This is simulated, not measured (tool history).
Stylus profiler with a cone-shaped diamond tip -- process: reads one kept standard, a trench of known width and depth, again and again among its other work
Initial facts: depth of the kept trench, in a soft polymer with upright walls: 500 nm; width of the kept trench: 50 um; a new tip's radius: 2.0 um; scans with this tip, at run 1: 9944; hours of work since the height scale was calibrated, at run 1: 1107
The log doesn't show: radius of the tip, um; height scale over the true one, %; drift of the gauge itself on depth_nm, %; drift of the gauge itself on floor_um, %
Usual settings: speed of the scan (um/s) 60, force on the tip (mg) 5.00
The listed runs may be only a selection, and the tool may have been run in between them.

| run | hour | speed of the scan (um/s) | force on the tip (mg) | scans with this tip | hours of work since the height scale was calibrated | depth of the trench (Å) | width of the trench's floor (nm) |
|---|---|---|---|---|---|---|---|
| 1 | 0.0 | 60 | 5.00 | 9944 | 1107 | 5095.5 | 46310 |
| 2 | 47.1 | 60 | 5.00 | 10168 | 1132 | 5090.9 | 46240 |
| 3 | 91.3 | 60 | 5.00 | 10380 | 1155 | 5092.4 | 46300 |
| 4 | 117.9 | 60 | 3.94 | 10507 | 1169 | 5071.9 | 46190 |
| 5 | 156.5 | 60 | 3.94 | 10691 | 1190 | 5073.6 | 46190 |
| 6 | 190.1 | 60 | 3.94 | 10851 | 1208 | 5073.8 | 46220 |
| 7 | 231.0 | 60 | 3.94 | 11047 | 1229 | 5072.0 | 46180 |
| 8 | 265.1 | 60 | 5.00 | 11209 | 1248 | 5090.2 | 46180 |
| 9 | 295.6 | 60 | 5.00 | 11355 | 1264 | 5088.5 | 46200 |
| 10 | 347.7 | 60 | 5.00 | 11604 | 1292 | 5089.9 | 46120 |
| 11 | 380.0 | 60 | 5.00 | 11758 | 1309 | 5087.5 | 46170 |
| 12 | 421.5 | 60 | 5.00 | 11956 | 1331 | 5088.1 | 46140 |
| 13 | 473.0 | 50 | 5.00 | 12202 | 1358 | 5087.0 | 46200 |
| 14 | 519.4 | 87 | 5.00 | 12424 | 1383 | 5084.7 | 46040 |
| 15 | 549.4 | 60 | 5.00 | 12567 | 1399 | 5084.6 | 46110 |
| 16 | 589.4 | 60 | 5.00 | 12758 | 1420 | 5086.4 | 46140 |
| 17 | 614.0 | 60 | 5.00 | 12875 | 1433 | 5083.4 | 46090 |
| 18 | 644.8 | 60 | 5.00 | 13022 | 1449 | 5084.4 | 46080 |
| 19 | 687.2 | 133 | 5.00 | 13225 | 1472 | 5084.2 | 45760 |
| 20 | 719.6 | 133 | 5.00 | 13380 | 1489 | 5086.5 | 45730 |
| 21 | 754.3 | 60 | 4.84 | 13546 | 1508 | 5081.0 | 46040 |
| 22 | 800.7 | 53 | 5.00 | 13767 | 1532 | 5083.3 | 46060 |
| 23 | 826.7 | 53 | 5.00 | 13891 | 1546 | 5081.3 | 46100 |
|  | 847.4 | height scale calibrated on a step standard |
| 24 | 853.0 | 27 | 4.00 | 14014 | 3 | 5100.7 | 46130 |
| 25 | 893.9 | 106 | 5.00 | 14210 | 25 | 5115.7 | 45820 |
| 26 | 933.2 | 99 | 2.06 | 14397 | 46 | 5062.5 | 45580 |
| 27 | 969.3 | 99 | 2.06 | 14570 | 65 | 5061.3 | 45590 |
| 28 | 998.9 | 21 | 2.89 | 14712 | 81 | 5079.3 | 46130 |
| 29 | 1037.4 | 173 | 5.00 | 14895 | 101 | 5115.2 | 45470 |
| 30 | 1058.9 | 20 | 8.90 | 14998 | 112 | 5171.7 | 46200 |
| 31 | 1107.5 | 20 | 8.90 | 15230 | 138 | 5171.8 | 46200 |
| 32 | 1147.2 | 114 | 13.55 | 15419 | 159 | 5229.9 | 45910 |
| 33 | 1170.7 | 106 | 13.55 | 15532 | 172 | 5227.8 | 45930 |
| 34 | 1215.1 | 188 | 9.63 | 15744 | 195 | 5178.3 | 45620 |
| 35 | 1245.7 | 60 | 6.48 | 15890 | 212 | 5135.5 | 45940 |
| 36 | 1271.3 | 28 | 14.33 | 16012 | 225 | 5235.5 | 46140 |
| 37 | 1314.8 | 28 | 8.07 | 16220 | 248 | 5157.6 | 46110 |
| 38 | 1336.8 | 118 | 14.60 | 16325 | 260 | 5237.4 | 45810 |
| 39 | 1366.0 | 118 | 14.60 | 16464 | 276 | 5235.6 | 45850 |
| 40 | 1396.4 | 65 | 5.55 | 16610 | 292 | 5119.2 | 45870 |
| 41 | 1443.4 | 65 | 5.55 | 16834 | 317 | 5117.6 | 45870 |
| 42 | 1476.5 | 193 | 10.74 | 16992 | 334 | 5188.9 | 45570 |
| 43 | 1523.6 | 193 | 10.74 | 17217 | 359 | 5190.7 | 45520 |
| 44 | 1548.2 | 39 | 11.31 | 17335 | 372 | 5197.1 | 45980 |
| 45 | 1571.9 | 107 | 4.99 | 17448 | 385 | 5108.3 | 45620 |
| 46 | 1605.3 | 107 | 3.94 | 17607 | 403 | 5092.0 | 45540 |

Some steps in depth of the trench (Å), run to run, broken into two amounts with sign: the step expected even without the hidden condition (settings, incoming material, random variation), and the rest, left for the hidden condition together with whatever gauge scatter is not in both the measured and the hidden-condition-free result:
Run 23 -> 24: speed of the scan (um/s) 53 -> 27, force on the tip (mg) 5.00 -> 4.00, height scale calibrated on a step standard. depth of the trench (Å) +19.4: hidden state +35.3, all else -15.9.
Run 35 -> 36: speed of the scan (um/s) 60 -> 28, force on the tip (mg) 6.48 -> 14.33. depth of the trench (Å) +100.0: hidden state -0.4, all else +100.4.
Run 39 -> 40: speed of the scan (um/s) 118 -> 65, force on the tip (mg) 14.60 -> 5.55. depth of the trench (Å) -116.4: hidden state -0.1, all else -116.3.
Run 40 -> 41: settings left as they were, no log entry in between. depth of the trench (Å) -1.6: hidden state -0.7, all else -0.9.
Run 42 -> 43: settings left as they were, no log entry in between. depth of the trench (Å) +1.8: hidden state -0.7, all else +2.5.
Run 44 -> 45: speed of the scan (um/s) 39 -> 107, force on the tip (mg) 11.31 -> 4.99. depth of the trench (Å) -88.8: hidden state -0.1, all else -88.7.
